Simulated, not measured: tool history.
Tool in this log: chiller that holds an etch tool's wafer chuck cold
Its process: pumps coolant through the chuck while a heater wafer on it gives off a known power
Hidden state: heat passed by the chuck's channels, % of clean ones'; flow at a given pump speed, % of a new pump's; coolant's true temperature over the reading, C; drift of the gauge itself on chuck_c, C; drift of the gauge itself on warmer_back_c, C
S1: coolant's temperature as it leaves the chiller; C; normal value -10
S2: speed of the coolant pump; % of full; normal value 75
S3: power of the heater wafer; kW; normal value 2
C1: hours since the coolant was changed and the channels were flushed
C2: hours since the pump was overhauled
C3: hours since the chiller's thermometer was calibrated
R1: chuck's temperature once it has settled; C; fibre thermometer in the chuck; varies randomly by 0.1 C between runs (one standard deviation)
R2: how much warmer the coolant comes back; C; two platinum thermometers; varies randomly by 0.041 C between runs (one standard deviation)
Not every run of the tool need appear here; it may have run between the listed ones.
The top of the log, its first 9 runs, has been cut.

| run | hour | S1 | S2 | S3 | C1 | C2 | C3 | R1 | R2 |
|---|---|---|---|---|---|---|---|---|---|
| 10 | 195.8 | -18 | 75 | 2 | 642 | 906 | 2901 | -3.1 | 9.64 |
| 11 | 225.3 | -18 | 75 | 2 | 672 | 936 | 2931 | -2.8 | 9.59 |
| 12 | 254.2 | -10 | 74 | 2 | 701 | 965 | 2960 | 5.4 | 9.76 |
| 13 | 281.7 | -10 | 74 | 2 | 728 | 992 | 2987 | 5.3 | 9.88 |
| 14 | 297.9 | -10 | 74 | 2 | 744 | 1008 | 3003 | 5.5 | 9.93 |
| 15 | 325.9 | -10 | 74 | 2 | 772 | 1036 | 3031 | 5.4 | 9.95 |
| 16 | 350.4 | -10 | 74 | 2 | 797 | 1061 | 3056 | 5.3 | 9.92 |
| 17 | 364.4 | -3 | 74 | 2 | 811 | 1075 | 3070 | 12.3 | 9.98 |
| 18 | 380.1 | -7 | 75 | 2.446 | 827 | 1090 | 3086 | 11.5 | 11.89 |
| 19 | 401.2 | -7 | 75 | 2.446 | 848 | 1112 | 3107 | 11.4 | 11.98 |
| 20 | 415.6 | -10 | 98 | 1.186 | 862 | 1126 | 3121 | -3 | 4.58 |
|  | 444.5 | gauge calibrated |
| 21 | 445.8 | -1 | 70 | 2 | 892 | 1156 | 3151 | 15.1 | 10.23 |

Estimate the outcome of run 22 from the log above:
| 22 | 460.4 | -1 | 70 | 2 | 907 | 1171 | 3166 | ? | ? |

R1: 15.2 C
R2: 10.15 C
With the hidden condition absent and the run-to-run variation left alone, this run would have shown R1 15.2 C, R2 10.13 C.

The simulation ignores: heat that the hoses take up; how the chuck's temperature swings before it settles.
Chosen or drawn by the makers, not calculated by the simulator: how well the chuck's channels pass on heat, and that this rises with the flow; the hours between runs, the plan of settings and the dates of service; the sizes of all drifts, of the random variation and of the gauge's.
